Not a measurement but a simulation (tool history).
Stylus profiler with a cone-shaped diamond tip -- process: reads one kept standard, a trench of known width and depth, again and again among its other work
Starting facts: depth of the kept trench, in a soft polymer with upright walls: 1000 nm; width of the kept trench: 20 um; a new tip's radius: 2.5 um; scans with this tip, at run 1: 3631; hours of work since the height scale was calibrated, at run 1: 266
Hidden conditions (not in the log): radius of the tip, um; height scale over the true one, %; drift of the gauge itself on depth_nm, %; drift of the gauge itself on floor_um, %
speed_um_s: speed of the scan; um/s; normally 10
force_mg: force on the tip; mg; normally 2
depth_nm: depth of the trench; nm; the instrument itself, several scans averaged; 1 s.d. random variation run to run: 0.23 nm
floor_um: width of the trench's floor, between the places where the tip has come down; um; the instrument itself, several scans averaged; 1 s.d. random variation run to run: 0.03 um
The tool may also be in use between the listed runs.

run	hour	speed_um_s	force_mg	scans with this tip	hours of work since the height scale was calibrated	depth_nm	floor_um
1	0	10	2	3631	266	1009.16	15.5
2	13.2	10	2	3759	276	1009.07	15.45
3	29.9	10	2	3921	288	1009.56	15.42
4	47.6	10	2	4092	300	1008.87	15.48
5	63.6	10	2.69	4247	312	1011.24	15.37
6	78	10	2.69	4387	322	1011.05	15.33
7	89.7	10	2.69	4500	330	1011.28	15.37
8	100.5	3	2	4604	338	1008.95	15.44
9	110.9	10	0.67	4705	345	1003.73	15.36
10	120.5	10	2.47	4798	352	1010.51	15.33
11	132.4	10	2.47	4913	360	1010.22	15.29
12	142.8	10	0.79	5014	368	1004.2	15.27
13	155.5	10	2	5137	377	1008.98	15.28
14	167.8	2	2	5256	386	1008.97	15.28
15	190.1	34	2	5472	401	1008.82	15.17
16	204	34	2	5606	411	1009.03	15.14
17	215.2	34	2	5714	419	1008.71	15.14
18	227.2	34	2	5830	428	1008.4	15.12
19	242.1	34	2	5975	438	1008.93	15.11
20	264.7	34	2	6193	454	1008.65	15.08
21	274.6	34	2	6290	461	1008.25	15.1
22	284.8	34	2	6388	469	1008.31	15.06
23	296.7	34	2	6503	477	1008.27	15.04
24	309.4	34	2	6626	486	1008.58	15.06
25	320.3	8	2	6732	494	1008.53	15.1
26	341.6	30	5.47	6938	509	1018.33	14.95
27	352.8	12	1.55	7046	517	1006.68	15.01
28	363.9	9	2	7154	525	1008.18	15.06
29	376.1	9	2	7272	534	1008.18	15
30	393.3	2	1.07	7438	546	1005.03	15
# hour 395.2: height scale calibrated on a step standard
31	405.3	12	0.83	7550	7	1003.19	14.94
32	427	15	4.42	7759	23	1014.54	14.95
33	446.1	15	4.42	7945	36	1014.41	14.93
# hour 450: height scale calibrated on a step standard, once more
34	460.6	36	0.88	8080	8	1005.77	14.76
35	484.6	9	1.01	8313	25	1005.84	14.91
36	502.9	2	3.56	8490	38	1014.33	14.88
37	513.1	12	0.73	8588	45	1005.16	14.79
38	529.4	9	1.58	8746	56	1008.26	14.8
39	548.5	9	1.58	8931	70	1008.47	14.84
40	564.9	9	1.58	9090	82	1008.22	14.8
41	577.4	3	3.17	9211	90	1013.61	14.78
42	587.9	3	3.17	9312	98	1013.02	14.81
43	611	23	2.52	9536	114	1011.35	14.7

Each row is a separate what-if for the run after 43, all from the same tool condition, not one after another. Results?
A	630.1	3	2	9722	128	?	?
B	630.1	10	1.93	9722	128	?	?
C	630.1	5	3.79	9722	128	?	?
D	630.1	10	2.13	9722	128	?	?

run	depth_nm	floor_um
A	1009.48	14.76
B	1009.14	14.74
C	1014.76	14.72
D	1009.58	14.73
Had the tool no hidden state, the same runs would have come out as:
run	depth_nm	floor_um
A	1010	16.01
B	1009.67	15.99
C	1015.29	15.98
D	1010.11	15.98
